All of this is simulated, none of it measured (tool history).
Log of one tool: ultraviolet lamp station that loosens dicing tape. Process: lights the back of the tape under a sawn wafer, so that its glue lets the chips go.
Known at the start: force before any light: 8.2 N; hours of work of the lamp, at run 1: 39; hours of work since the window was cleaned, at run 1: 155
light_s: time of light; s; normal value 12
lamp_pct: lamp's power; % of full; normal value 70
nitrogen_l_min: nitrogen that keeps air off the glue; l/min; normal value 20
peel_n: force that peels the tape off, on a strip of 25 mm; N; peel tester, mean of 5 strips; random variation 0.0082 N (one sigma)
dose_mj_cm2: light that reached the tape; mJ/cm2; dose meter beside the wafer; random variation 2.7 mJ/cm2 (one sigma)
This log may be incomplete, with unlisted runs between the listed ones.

run	hour	light_s	lamp_pct	nitrogen_l_min	hours of work of the lamp	hours of work since the window was cleaned	peel_n	dose_mj_cm2
1	0.0	12	70	20	39	155	0.335	347
2	26.4	12	90	20	57	173	0.244	442
3	40.2	12	64	20	66	183	0.424	312
4	54.0	12	64	20	76	192	0.416	311
# hour 56.8: window cleaned of glue's vapour
5	77.9	12	87	20	92	14	0.264	418
6	91.0	12	70	20	101	23	0.377	333
7	112.7	12	74	20	115	38	0.353	353
8	144.3	19	91	6	137	60	0.259	671
9	175.7	19	91	22	159	81	0.194	667
# hour 203.3: window cleaned of glue's vapour, once more
10	207.3	8	85	24	180	3	0.496	277
11	234.4	8	85	24	199	21	0.511	275
12	262.8	8	85	24	218	41	0.516	272
13	294.6	9	85	7	240	63	0.974	300
14	312.7	12	80	14	252	75	0.377	376

Alternative continuations, all from the tool just after run 14; predict every row:
A	336.3	12	83	39	268	91	?	?
B	336.3	7	80	14	268	91	?	?
C	336.3	22	90	28	268	91	?	?
D	336.3	6	98	22	268	91	?	?
E	336.3	7	75	40	268	91	?	?

run	peel_n	dose_mj_cm2
A	0.227	383
B	1.109	220
C	0.180	765
D	0.777	225
E	0.701	209
With the hidden condition removed and each run's random variation left untouched, the same runs would have given:
run	peel_n	dose_mj_cm2
A	0.209	425
B	0.917	244
C	0.180	848
D	0.632	250
E	0.569	231

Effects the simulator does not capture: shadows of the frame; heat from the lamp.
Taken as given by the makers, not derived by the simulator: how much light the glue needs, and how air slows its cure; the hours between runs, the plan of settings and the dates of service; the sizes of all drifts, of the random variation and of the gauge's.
